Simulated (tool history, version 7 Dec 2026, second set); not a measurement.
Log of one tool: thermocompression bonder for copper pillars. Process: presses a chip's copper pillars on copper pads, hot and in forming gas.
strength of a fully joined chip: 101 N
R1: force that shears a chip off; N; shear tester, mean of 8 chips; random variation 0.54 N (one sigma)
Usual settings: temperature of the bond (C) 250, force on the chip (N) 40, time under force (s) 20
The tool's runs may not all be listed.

Run 1, hour 0: usual settings. Result: R1 59.6 N.
Run 2, hour 62.3: usual settings but force on the chip (N) 32. Result: R1 52.8 N.
Run 3, hour 144.6: usual settings but force on the chip (N) 32. Result: R1 51.8 N.
Run 4, hour 219.5: usual settings but time under force (s) 14. Result: R1 51 N.
Run 5, hour 281.4: usual settings but time under force (s) 14. Result: R1 52.8 N.
Run 6, hour 368.4: usual settings but time under force (s) 14. Result: R1 51.8 N.
Run 7, hour 461.7: usual settings but temperature of the bond (C) 241, force on the chip (N) 32, time under force (s) 14. Result: R1 41.9 N.
Run 8, hour 553.1: usual settings but temperature of the bond (C) 267, time under force (s) 28. Result: R1 73.9 N.
Run 9, hour 619.3: usual settings but temperature of the bond (C) 249, force on the chip (N) 44, time under force (s) 50. Result: R1 76.3 N.
Run 10, hour 706.3: usual settings but force on the chip (N) 25. Result: R1 45.2 N.
Run 11, hour 791.5: usual settings but temperature of the bond (C) 222, force on the chip (N) 26, time under force (s) 27. Result: R1 36.4 N.

Taken out of this log: 2 entries between the listed runs. Where each belongs, and how the hidden state differs across it:
Between runs 4 and 5: forming gas filter changed (hour 242.1)
  true temperature of the bond over the reading, C: -3.2 -> -3.4; force that reaches the chip, % of what is set: 102.9 -> 103.3; oxide that the forming gas leaves, % of the face: 4.67 -> 1.07
  measured less the result without the state, R1: -3.1 -> -1.1 N
Between runs 7 and 8: forming gas filter changed (hour 540.5)
  true temperature of the bond over the reading, C: -4.2 -> -4.5; force that reaches the chip, % of what is set: 104.5 -> 105.1; oxide that the forming gas leaves, % of the face: 3.8 -> 0.81
  measured less the result without the state, R1: -2.3 -> -0.9 N
